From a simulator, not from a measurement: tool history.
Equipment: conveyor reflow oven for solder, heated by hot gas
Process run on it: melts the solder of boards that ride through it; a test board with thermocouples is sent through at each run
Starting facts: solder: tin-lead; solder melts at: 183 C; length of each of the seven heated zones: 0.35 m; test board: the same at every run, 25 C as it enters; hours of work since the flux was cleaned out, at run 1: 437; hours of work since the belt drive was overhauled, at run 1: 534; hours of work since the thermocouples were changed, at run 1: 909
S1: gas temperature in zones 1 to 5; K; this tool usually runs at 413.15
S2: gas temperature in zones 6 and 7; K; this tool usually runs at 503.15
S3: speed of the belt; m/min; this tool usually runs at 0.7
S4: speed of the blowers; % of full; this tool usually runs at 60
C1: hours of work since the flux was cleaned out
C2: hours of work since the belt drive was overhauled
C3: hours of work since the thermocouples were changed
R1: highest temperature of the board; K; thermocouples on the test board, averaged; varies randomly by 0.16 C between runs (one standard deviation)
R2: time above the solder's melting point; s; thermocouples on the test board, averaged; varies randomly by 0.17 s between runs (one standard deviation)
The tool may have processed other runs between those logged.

| run | hour | S1 | S2 | S3 | S4 | C1 | C2 | C3 | R1 | R2 |
|---|---|---|---|---|---|---|---|---|---|---|
| 1 | 0 | 413.15 | 503.15 | 0.7 | 60 | 437 | 534 | 909 | 478.75 | 35 |
|  | 13.4 | thermocouples of zones 6 and 7 changed |
| 2 | 19.7 | 413.15 | 503.15 | 0.7 | 70 | 451 | 547 | 5 | 479.15 | 36.1 |
|  | 29.8 | flux residue cleaned out of gas plates and filters |
| 3 | 42.8 | 413.15 | 503.15 | 0.774 | 60 | 10 | 561 | 19 | 470.95 | 22.6 |
| 4 | 64.3 | 413.15 | 503.15 | 0.774 | 60 | 26 | 578 | 35 | 470.65 | 22.2 |
| 5 | 75.6 | 413.15 | 503.15 | 0.774 | 60 | 35 | 586 | 44 | 470.85 | 22.5 |
| 6 | 91 | 413.15 | 503.15 | 0.664 | 60 | 47 | 598 | 56 | 477.05 | 35.4 |
| 7 | 108.1 | 413.15 | 503.15 | 0.664 | 60 | 60 | 611 | 69 | 476.85 | 35 |
| 8 | 131.1 | 413.15 | 503.15 | 0.7 | 56 | 78 | 629 | 87 | 473.15 | 28.8 |
| 9 | 145.9 | 413.15 | 503.15 | 0.7 | 56 | 89 | 640 | 98 | 473.05 | 28.7 |
| 10 | 159 | 413.15 | 503.15 | 0.7 | 56 | 99 | 650 | 108 | 473.25 | 28.6 |
|  | 169.6 | flux residue cleaned out of gas plates and filters, once more |
| 11 | 176.4 | 423.15 | 501.15 | 0.637 | 70 | 5 | 660 | 118 | 486.15 | 50.7 |
| 12 | 187.1 | 427.15 | 503.15 | 0.7 | 89 | 13 | 668 | 126 | 490.05 | 50.3 |
| 13 | 199.1 | 413.15 | 503.15 | 0.656 | 65 | 23 | 677 | 135 | 483.25 | 43.1 |
| 14 | 217.7 | 413.15 | 503.15 | 0.738 | 73 | 37 | 692 | 149 | 481.45 | 36.3 |
| 15 | 233.1 | 404.15 | 503.15 | 0.7 | 81 | 49 | 703 | 161 | 483.85 | 38.6 |
| 16 | 245.7 | 419.15 | 503.15 | 0.7 | 81 | 58 | 713 | 171 | 486.45 | 45 |
| 17 | 268.2 | 413.15 | 503.15 | 0.577 | 58 | 76 | 731 | 188 | 485.45 | 51.1 |
| 18 | 287 | 413.15 | 516.15 | 0.618 | 75 | 90 | 745 | 203 | 499.25 | 57 |
| 19 | 304.6 | 412.15 | 497.15 | 0.747 | 55 | 104 | 758 | 216 | 469.85 | 23.1 |
| 20 | 322.1 | 413.15 | 503.15 | 0.601 | 60 | 117 | 772 | 230 | 484.75 | 48.3 |

Alternative continuations, all from the tool just after run 20; predict every row:
| A | 334.8 | 413.15 | 518.15 | 0.601 | 60 | 127 | 782 | 239 | ? | ? |
| B | 334.8 | 416.15 | 503.15 | 0.601 | 60 | 127 | 782 | 239 | ? | ? |
| C | 334.8 | 413.15 | 500.15 | 0.601 | 60 | 127 | 782 | 239 | ? | ? |
| D | 334.8 | 413.15 | 505.15 | 0.702 | 60 | 127 | 782 | 239 | ? | ? |
| E | 334.8 | 401.15 | 503.15 | 0.601 | 65 | 127 | 782 | 239 | ? | ? |

| run | R1 | R2 |
|---|---|---|
| A | 497.15 | 57.6 |
| B | 484.95 | 50 |
| C | 481.95 | 46 |
| D | 480.75 | 37 |
| E | 483.75 | 44.1 |
What these runs would have given with no unlogged condition in the tool:
| run | R1 | R2 |
|---|---|---|
| A | 497.15 | 56.9 |
| B | 484.95 | 49.4 |
| C | 481.95 | 45.6 |
| D | 480.95 | 36.7 |
| E | 483.95 | 43.7 |
